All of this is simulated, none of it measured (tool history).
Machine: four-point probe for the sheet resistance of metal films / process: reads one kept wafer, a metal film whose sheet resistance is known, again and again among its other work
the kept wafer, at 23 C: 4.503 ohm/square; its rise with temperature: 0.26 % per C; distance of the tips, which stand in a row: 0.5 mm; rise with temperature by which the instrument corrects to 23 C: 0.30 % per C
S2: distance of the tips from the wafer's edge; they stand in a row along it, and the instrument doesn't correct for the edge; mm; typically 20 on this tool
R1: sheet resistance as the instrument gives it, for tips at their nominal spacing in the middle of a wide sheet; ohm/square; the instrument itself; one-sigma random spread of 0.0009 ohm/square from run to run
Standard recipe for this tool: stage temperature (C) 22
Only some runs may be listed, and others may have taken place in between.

Run 1, hour 0.0: usual settings. Result: R1 4.487400 ohm/square.
Run 2, hour 37.8: usual settings. Result: R1 4.487022 ohm/square.
Run 3, hour 67.2: usual settings but stage temperature (C) 28. Result: R1 4.477015 ohm/square.
Run 4, hour 125.6: usual settings but S2 69 mm. Result: R1 4.485423 ohm/square.
Run 5, hour 180.8: usual settings but S2 69 mm. Result: R1 4.484230 ohm/square.
Run 6, hour 206.0: usual settings but S2 14 mm. Result: R1 4.488429 ohm/square.
Run 7, hour 237.8: usual settings but stage temperature (C) 25. Result: R1 4.484885 ohm/square.
Run 8, hour 280.8: usual settings but stage temperature (C) 26. Result: R1 4.481328 ohm/square.
Run 9, hour 331.5: usual settings but stage temperature (C) 26. Result: R1 4.481074 ohm/square.
Run 10, hour 364.7: usual settings. Result: R1 4.489481 ohm/square.
Run 11, hour 395.8: usual settings but S2 9 mm. Result: R1 4.493901 ohm/square.
Run 12, hour 425.6: usual settings but stage temperature (C) 33. Result: R1 4.473777 ohm/square.
Run 13, hour 456.7: usual settings but S2 17 mm. Result: R1 4.488430 ohm/square.
Run 14, hour 497.3: usual settings but S2 17 mm. Result: R1 4.489845 ohm/square.
Run 15, hour 528.3: usual settings but S2 17 mm. Result: R1 4.488690 ohm/square.
Run 16, hour 560.6: usual settings but S2 17 mm. Result: R1 4.490289 ohm/square.
Run 17, hour 596.1: usual settings but S2 41 mm. Result: R1 4.488969 ohm/square.
Run 18, hour 652.6: usual settings but S2 41 mm. Result: R1 4.487543 ohm/square.
Run 19, hour 700.5: usual settings. Result: R1 4.490757 ohm/square.
Run 20, hour 761.4: usual settings. Result: R1 4.491463 ohm/square.
Run 21, hour 819.6: usual settings. Result: R1 4.492229 ohm/square.
Run 22, hour 859.1: usual settings. Result: R1 4.490223 ohm/square.
Run 23, hour 888.9: usual settings but S2 43 mm. Result: R1 4.490875 ohm/square.
Run 24, hour 929.5: usual settings but S2 11 mm. Result: R1 4.497712 ohm/square.
Run 25, hour 969.3: usual settings but stage temperature (C) 18, S2 29 mm. Result: R1 4.495974 ohm/square.
Run 26, hour 1016.6: usual settings but stage temperature (C) 18, S2 64 mm. Result: R1 4.497063 ohm/square.
Run 27, hour 1062.9: usual settings but stage temperature (C) 33, S2 40 mm. Result: R1 4.474709 ohm/square.
Run 28, hour 1104.0: usual settings but stage temperature (C) 24, S2 62 mm. Result: R1 4.487216 ohm/square.
Run 29, hour 1139.6: usual settings but stage temperature (C) 24, S2 62 mm. Result: R1 4.489176 ohm/square.
Run 30, hour 1199.7: usual settings but stage temperature (C) 24, S2 57 mm. Result: R1 4.487820 ohm/square.
Run 31, hour 1256.0: usual settings but stage temperature (C) 25. Result: R1 4.489139 ohm/square.
Run 32, hour 1299.1: usual settings but stage temperature (C) 19, S2 14 mm. Result: R1 4.500464 ohm/square.
Run 33, hour 1341.0: usual settings but stage temperature (C) 19, S2 14 mm. Result: R1 4.500851 ohm/square.
Run 34, hour 1371.8: usual settings but stage temperature (C) 19, S2 14 mm. Result: R1 4.501287 ohm/square.
Run 35, hour 1418.0: usual settings but stage temperature (C) 29, S2 4 mm. Result: R1 4.520864 ohm/square.
Run 36, hour 1478.5: usual settings but S2 18 mm. Result: R1 4.495761 ohm/square.
Run 37, hour 1516.8: usual settings but S2 18 mm. Result: R1 4.497771 ohm/square.
Run 38, hour 1542.5: usual settings but S2 18 mm. Result: R1 4.494594 ohm/square.
At hour 1588.0: stage's thermometer calibrated.
Run 39, hour 1592.9: usual settings but stage temperature (C) 34, S2 9 mm. Result: R1 4.480232 ohm/square.
Run 40, hour 1648.3: usual settings but stage temperature (C) 33, S2 3 mm. Result: R1 4.539422 ohm/square.
Run 41, hour 1708.2: usual settings but stage temperature (C) 24. Result: R1 4.487585 ohm/square.
Run 42, hour 1763.2: usual settings but stage temperature (C) 24. Result: R1 4.487514 ohm/square.
Run 43, hour 1790.5: usual settings but S2 25 mm. Result: R1 4.488628 ohm/square.
Run 44, hour 1832.7: usual settings but stage temperature (C) 20, S2 47 mm. Result: R1 4.492233 ohm/square.
Run 45, hour 1859.5: usual settings but stage temperature (C) 29, S2 6 mm. Result: R1 4.496876 ohm/square.

Here are 4 independent what-if runs from the current tool condition. What would each one return?
Run A, hour 1913.3: usual settings but stage temperature (C) 34, S2 7 mm. Result: R1 ?.
Run B, hour 1913.3: usual settings but stage temperature (C) 20, S2 10 mm. Result: R1 ?.
Run C, hour 1913.3: usual settings but stage temperature (C) 23. Result: R1 ?.
Run D, hour 1913.3: usual settings but stage temperature (C) 26, S2 23 mm. Result: R1 ?.

run        R1
  A  4.484643
  B  4.498906
  C  4.488541
  D  4.484715
Had the tool no hidden state, the same runs would have come out as:
run        R1
  A  4.499400
  B  4.513658
  C  4.503272
  D  4.499444
